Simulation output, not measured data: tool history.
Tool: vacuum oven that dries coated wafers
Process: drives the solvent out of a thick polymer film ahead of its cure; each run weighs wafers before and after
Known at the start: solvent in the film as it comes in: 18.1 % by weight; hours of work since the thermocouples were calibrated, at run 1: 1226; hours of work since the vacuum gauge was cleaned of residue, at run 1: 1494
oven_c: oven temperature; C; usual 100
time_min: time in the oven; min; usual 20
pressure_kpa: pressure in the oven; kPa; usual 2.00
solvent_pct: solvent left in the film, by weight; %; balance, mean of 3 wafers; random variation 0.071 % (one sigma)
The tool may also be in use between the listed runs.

run	hour	oven_c	time_min	pressure_kpa	hours of work since the thermocouples were calibrated	hours of work since the vacuum gauge was cleaned of residue	solvent_pct
1	0.0	100	20	2.00	1226	1494	6.58
2	44.1	100	20	2.00	1260	1528	6.67
# hour 62.5: oven's thermocouples calibrated
3	112.4	100	20	2.00	38	1579	5.61
4	181.8	100	25	2.00	92	1632	5.02
5	284.0	100	25	2.00	170	1710	5.21
6	358.0	100	25	2.00	227	1767	5.24
7	402.4	100	25	2.00	261	1801	5.21
8	499.4	100	31	2.00	335	1876	4.72
9	590.5	100	31	2.00	405	1945	4.77
10	683.1	100	26	2.00	476	2017	5.38
11	742.1	100	26	2.00	521	2062	5.45
12	836.0	100	20	2.00	593	2134	6.35
13	938.5	100	20	2.00	672	2212	6.36
14	1030.4	100	20	2.00	743	2283	6.53
15	1080.9	100	20	2.00	781	2322	6.68
16	1135.4	100	20	2.00	823	2364	6.60
17	1199.1	100	20	2.00	872	2412	6.56
# hour 1219.2: vacuum gauge cleaned of residue and calibrated
18	1266.0	100	20	2.00	922	36	6.95
19	1355.6	100	20	2.00	991	105	7.13
20	1436.7	108	25	5.95	1053	167	8.32
21	1537.8	114	24	2.00	1131	244	3.26
22	1630.4	114	24	2.00	1202	315	3.30
23	1688.6	87	24	2.00	1246	360	11.72
# hour 1719.0: oven's thermocouples calibrated
24	1769.9	87	24	2.00	39	421	11.10
# hour 1813.3: vacuum gauge cleaned of residue and calibrated, once more
25	1871.0	111	14	1.16	115	44	2.62
26	1944.5	96	34	2.00	172	101	4.57
27	2023.8	89	16	5.83	233	162	14.64
28	2122.6	89	16	5.83	308	237	14.82
29	2227.8	89	16	5.83	389	318	14.72
30	2326.3	106	16	3.51	465	394	5.99
31	2377.0	106	16	3.51	504	433	5.92
32	2474.2	108	12	3.51	578	507	6.38
33	2554.7	90	29	3.15	640	569	9.37
34	2656.9	95	14	5.94	718	647	13.17
35	2722.2	89	14	5.94	769	697	15.56
36	2776.7	111	11	2.00	810	739	4.56

How the hidden state differs across the entries between the runs, from the last listed run before each to the first after it:
Between runs 2 and 3: oven's thermocouples calibrated (hour 62.5)
  true wafer temperature over the reading, C: -2.37 -> 0.22; true pressure over the reading, kPa: 0.705 -> 0.728
  measured less the result without the state, solvent_pct: +1.65 -> +0.77 %
Between runs 17 and 18: vacuum gauge cleaned of residue and calibrated (hour 1219.2)
  true wafer temperature over the reading, C: -1.07 -> -1.15; true pressure over the reading, kPa: 1.113 -> 1.384
  measured less the result without the state, solvent_pct: +1.67 -> +2.01 %
Between runs 23 and 24: oven's thermocouples calibrated (hour 1719.0)
  true wafer temperature over the reading, C: -1.65 -> 0.08; true pressure over the reading, kPa: 1.534 -> 1.565
  measured less the result without the state, solvent_pct: +2.99 -> +2.34 %
Between runs 24 and 25: vacuum gauge cleaned of residue and calibrated, once more (hour 1813.3)
  true wafer temperature over the reading, C: 0.08 -> -0.03; true pressure over the reading, kPa: 1.565 -> 0.01
  measured less the result without the state, solvent_pct: +2.34 -> +0.02 %

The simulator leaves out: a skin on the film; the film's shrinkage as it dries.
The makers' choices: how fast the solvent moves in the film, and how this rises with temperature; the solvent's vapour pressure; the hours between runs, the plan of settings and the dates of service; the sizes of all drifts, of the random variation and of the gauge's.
